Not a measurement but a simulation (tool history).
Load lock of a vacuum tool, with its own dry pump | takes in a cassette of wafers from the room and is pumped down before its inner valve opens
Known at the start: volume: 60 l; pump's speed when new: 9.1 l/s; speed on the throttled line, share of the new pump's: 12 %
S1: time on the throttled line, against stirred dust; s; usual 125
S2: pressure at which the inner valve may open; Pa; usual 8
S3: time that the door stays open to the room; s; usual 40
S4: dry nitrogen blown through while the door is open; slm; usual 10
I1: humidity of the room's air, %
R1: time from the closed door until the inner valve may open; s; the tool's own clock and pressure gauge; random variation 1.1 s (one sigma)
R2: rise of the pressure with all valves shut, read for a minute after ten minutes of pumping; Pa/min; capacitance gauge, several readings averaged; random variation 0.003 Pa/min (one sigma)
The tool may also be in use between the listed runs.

run    hour   S1  S2  S3  S4    I1     R1     R2
  1       0  125   8  40  10    46  173.5  0.482
  2   117.1  125   8  40  10  44.6    172  0.503
  3   246.3  125   8  40  10    43  174.2  0.534
  4   350.2  125   8  40  10  45.6  173.4  0.539
      478.8  -- door's seal changed, seat wiped
  5   508.1  125   8  40  10    43  174.5  0.033
  6     626  125   8  40  10  43.7  175.1  0.038
  7     766  125   8  40  10  46.8  173.3  0.044
  8   913.8  125   8  40  10  41.8  175.3   0.05
  9  1100.5  125   8  40  10  46.4  173.8  0.065
 10  1245.2  125   8  40  10  44.4  175.1  0.066
 11    1413  125   8  40  10  44.3    172  0.084
 12  1545.8  125   8  40  10  45.5  175.1  0.094
 13  1673.1  125   8  40  10  43.6  176.8  0.103
 14  1783.2  125   8  40  10  44.9  175.3  0.116
 15    1875  130   8  40  10  41.7  177.9  0.115

Run 16 comes next. What will it give?
 16  2025  130   8  40  10  46   ?   ?

R1: 179.5 s
R2: 0.129 Pa/min
Without the tool's hidden state the same run would have given R1 177.2 s, R2 0.027 Pa/min.
